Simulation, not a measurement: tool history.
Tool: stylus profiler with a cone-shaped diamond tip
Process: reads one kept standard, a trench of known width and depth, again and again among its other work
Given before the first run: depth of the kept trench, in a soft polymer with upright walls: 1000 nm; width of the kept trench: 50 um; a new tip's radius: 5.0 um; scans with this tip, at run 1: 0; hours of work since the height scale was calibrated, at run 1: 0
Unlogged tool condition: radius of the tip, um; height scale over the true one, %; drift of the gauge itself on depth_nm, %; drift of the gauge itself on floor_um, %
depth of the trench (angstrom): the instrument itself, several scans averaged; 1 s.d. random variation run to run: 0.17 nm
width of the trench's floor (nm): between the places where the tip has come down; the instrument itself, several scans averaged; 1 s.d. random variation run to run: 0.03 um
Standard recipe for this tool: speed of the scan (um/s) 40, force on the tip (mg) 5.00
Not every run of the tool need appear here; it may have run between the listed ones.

run	day	speed of the scan (um/s)	force on the tip (mg)	scans with this tip	hours of work since the height scale was calibrated	depth of the trench (angstrom)	width of the trench's floor (nm)
1	0.000	40	5.00	0	0	10217.6	43930
2	0.967	40	8.33	116	17	10301.8	43800
3	1.779	40	5.00	215	31	10214.7	43760
4	2.825	40	5.00	341	49	10214.5	43650
5	3.442	40	5.00	415	60	10212.8	43670
6	4.675	40	5.00	565	82	10210.4	43600
7	5.954	40	5.00	719	104	10215.6	43440
8	7.071	40	5.00	854	124	10211.0	43470
9	8.408	40	5.00	1016	147	10213.2	43460
10	9.525	11	5.00	1151	167	10210.5	43470
11	10.950	20	5.00	1323	192	10211.0	43270
12	12.271	20	5.00	1483	215	10211.8	43210
13	13.558	40	5.00	1639	237	10209.7	43120
14	14.512	26	6.12	1754	254	10241.5	43090
15	15.458	26	6.12	1868	270	10236.0	43070
16	16.533	26	6.12	1998	289	10243.9	42990
17	17.288	13	2.63	2089	302	10134.3	43020
18	18.204	95	2.63	2200	318	10134.4	42620
19	19.162	11	5.49	2316	335	10221.9	42900
20	20.054	11	5.49	2424	351	10221.9	42800
21	20.804	102	1.71	2514	364	10098.1	42320
22	21.708	70	7.70	2624	380	10283.3	42660
23	22.767	62	2.23	2752	398	10117.0	42470
24	23.775	17	12.82	2873	416	10399.6	42670
25	24.946	14	3.93	3015	436	10177.7	42600
26	25.738	12	5.00	3111	450	10206.7	42580

Same runs, no hidden state in the tool, same run-to-run variation:
run	depth of the trench (angstrom)	width of the trench's floor (nm)
1	10219.2	43940
2	10303.6	43880
3	10216.8	43890
4	10216.9	43830
5	10215.4	43890
6	10213.3	43890
7	10218.9	43810
8	10214.6	43890
9	10217.3	43960
10	10214.8	44030
11	10215.7	43910
12	10216.9	43920
13	10215.2	43910
14	10247.3	43920
15	10242.0	43960
16	10250.2	43930
17	10140.8	44000
18	10141.1	43640
19	10229.0	43970
20	10229.3	43920
21	10105.6	43480
22	10291.2	43850
23	10125.1	43720
24	10408.2	43960
25	10186.5	43960
26	10215.7	43970

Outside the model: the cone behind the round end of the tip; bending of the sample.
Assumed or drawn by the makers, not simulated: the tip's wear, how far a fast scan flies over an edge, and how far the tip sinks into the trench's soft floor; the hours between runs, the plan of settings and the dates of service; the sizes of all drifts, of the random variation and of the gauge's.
